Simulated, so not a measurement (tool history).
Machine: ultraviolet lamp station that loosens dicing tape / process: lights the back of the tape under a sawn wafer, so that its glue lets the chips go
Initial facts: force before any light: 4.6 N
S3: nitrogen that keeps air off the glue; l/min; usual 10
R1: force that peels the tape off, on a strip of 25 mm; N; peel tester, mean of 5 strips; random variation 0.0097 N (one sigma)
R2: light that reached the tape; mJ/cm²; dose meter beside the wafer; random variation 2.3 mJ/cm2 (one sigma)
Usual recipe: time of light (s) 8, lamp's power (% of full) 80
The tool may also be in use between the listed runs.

Run 1, hour 0: usual settings. Result: R1 0.543 N, R2 201 mJ/cm².
Run 2, hour 57.8: usual settings. Result: R1 0.572 N, R2 194 mJ/cm².
Run 3, hour 91.4: usual settings. Result: R1 0.564 N, R2 193 mJ/cm².
Run 4, hour 140.7: usual settings but time of light (s) 4. Result: R1 1.479 N, R2 99 mJ/cm².
Run 5, hour 200.4: usual settings but S3 7 l/min. Result: R1 0.695 N, R2 193 mJ/cm².
Run 6, hour 260: usual settings but S3 7 l/min. Result: R1 0.726 N, R2 187 mJ/cm².
Run 7, hour 288.3: usual settings but time of light (s) 14. Result: R1 0.262 N, R2 326 mJ/cm².
Run 8, hour 341.7: usual settings but time of light (s) 14. Result: R1 0.267 N, R2 322 mJ/cm².
Run 9, hour 389.2: usual settings but time of light (s) 14. Result: R1 0.26 N, R2 317 mJ/cm².
Run 10, hour 422.3: usual settings but time of light (s) 14. Result: R1 0.272 N, R2 318 mJ/cm².
Run 11, hour 452.4: usual settings but time of light (s) 14. Result: R1 0.272 N, R2 313 mJ/cm².
Run 12, hour 486.2: usual settings but time of light (s) 14. Result: R1 0.262 N, R2 318 mJ/cm².
Run 13, hour 534.3: usual settings but lamp's power (% of full) 61. Result: R1 1.031 N, R2 136 mJ/cm².
Run 14, hour 593.6: usual settings but lamp's power (% of full) 61. Result: R1 1.013 N, R2 138 mJ/cm².
Run 15, hour 622.3: usual settings but lamp's power (% of full) 61. Result: R1 1.027 N, R2 134 mJ/cm².
Run 16, hour 664.7: usual settings but lamp's power (% of full) 61. Result: R1 1.04 N, R2 131 mJ/cm².
Run 17, hour 701.6: usual settings. Result: R1 0.707 N, R2 168 mJ/cm².
Run 18, hour 735.4: usual settings. Result: R1 0.708 N, R2 169 mJ/cm².
Run 19, hour 764.6: usual settings. Result: R1 0.729 N, R2 168 mJ/cm².
Run 20, hour 822.2: usual settings. Result: R1 0.72 N, R2 166 mJ/cm².
At hour 842.5: window cleaned of glue's vapour.
Run 21, hour 868.1: usual settings but time of light (s) 7, lamp's power (% of full) 71, S3 15 l/min. Result: R1 0.868 N, R2 138 mJ/cm².
Run 22, hour 915.2: usual settings but time of light (s) 9, lamp's power (% of full) 68, S3 3 l/min. Result: R1 1.321 N, R2 163 mJ/cm².
Run 23, hour 976.8: usual settings but time of light (s) 7, lamp's power (% of full) 66, S3 3 l/min. Result: R1 1.805 N, R2 120 mJ/cm².
Run 24, hour 1012.1: usual settings but time of light (s) 5, lamp's power (% of full) 74, S3 7 l/min. Result: R1 1.627 N, R2 99 mJ/cm².
Run 25, hour 1065.2: usual settings but time of light (s) 6, lamp's power (% of full) 64, S3 3 l/min. Result: R1 2.031 N, R2 100 mJ/cm².
Run 26, hour 1098: usual settings but time of light (s) 10, lamp's power (% of full) 66, S3 4 l/min. Result: R1 1.144 N, R2 170 mJ/cm².
Run 27, hour 1135: usual settings but time of light (s) 10, lamp's power (% of full) 97, S3 9 l/min. Result: R1 0.407 N, R2 248 mJ/cm².
Run 28, hour 1160.4: usual settings but time of light (s) 7, S3 15 l/min. Result: R1 0.765 N, R2 145 mJ/cm².
Run 29, hour 1197.5: usual settings but time of light (s) 4, lamp's power (% of full) 66, S3 15 l/min. Result: R1 1.924 N, R2 66 mJ/cm².
Run 30, hour 1259.5: usual settings but time of light (s) 13, lamp's power (% of full) 86, S3 12 l/min. Result: R1 0.306 N, R2 278 mJ/cm².
Run 31, hour 1314.5: usual settings but time of light (s) 13, lamp's power (% of full) 86, S3 12 l/min. Result: R1 0.299 N, R2 270 mJ/cm².
Run 32, hour 1365: usual settings but time of light (s) 10, lamp's power (% of full) 72, S3 5 l/min. Result: R1 0.996 N, R2 173 mJ/cm².
Run 33, hour 1419.9: usual settings but time of light (s) 10, lamp's power (% of full) 72, S3 5 l/min. Result: R1 0.989 N, R2 167 mJ/cm².
Run 34, hour 1453.6: usual settings but time of light (s) 5, lamp's power (% of full) 98. Result: R1 1.219 N, R2 112 mJ/cm².
Run 35, hour 1498.2: usual settings but time of light (s) 5, lamp's power (% of full) 98, S3 3 l/min. Result: R1 1.876 N, R2 113 mJ/cm².
Run 36, hour 1551.7: usual settings but time of light (s) 5, lamp's power (% of full) 98, S3 3 l/min. Result: R1 1.956 N, R2 112 mJ/cm².
Run 37, hour 1595.4: usual settings but time of light (s) 9, lamp's power (% of full) 98, S3 3 l/min. Result: R1 1.057 N, R2 198 mJ/cm².
Run 38, hour 1628.4: usual settings but lamp's power (% of full) 87. Result: R1 0.798 N, R2 154 mJ/cm².
Run 39, hour 1689.9: usual settings but time of light (s) 6, S3 4 l/min. Result: R1 1.852 N, R2 108 mJ/cm².
At hour 1745.5: lamp changed.
Run 40, hour 1747.4: usual settings but time of light (s) 4, lamp's power (% of full) 92, S3 7 l/min. Result: R1 1.214 N, R2 131 mJ/cm².

Each row is a separate what-if for the run after 40, all from the same tool condition, not one after another. Results?
Run A, hour 1774.5: usual settings but lamp's power (% of full) 71, S3 9 l/min. Result: R1 ?, R2 ?.
Run B, hour 1774.5: usual settings but time of light (s) 15, lamp's power (% of full) 67, S3 4 l/min. Result: R1 ?, R2 ?.
Run C, hour 1774.5: usual settings but time of light (s) 4, lamp's power (% of full) 64, S3 7 l/min. Result: R1 ?, R2 ?.
Run D, hour 1774.5: usual settings but time of light (s) 11, S3 8 l/min. Result: R1 ?, R2 ?.
Run E, hour 1774.5: usual settings but time of light (s) 15, lamp's power (% of full) 65. Result: R1 ?, R2 ?.

run     R1   R2
  A  0.575  193
  B  0.368  348
  C  1.815   86
  D  0.312  305
  E  0.257  337
The same runs, with their run-to-run variation unchanged, on a tool lacking any hidden condition would have given:
run     R1   R2
  A   0.52  206
  B  0.335  370
  C  1.717   92
  D  0.288  324
  E  0.242  358

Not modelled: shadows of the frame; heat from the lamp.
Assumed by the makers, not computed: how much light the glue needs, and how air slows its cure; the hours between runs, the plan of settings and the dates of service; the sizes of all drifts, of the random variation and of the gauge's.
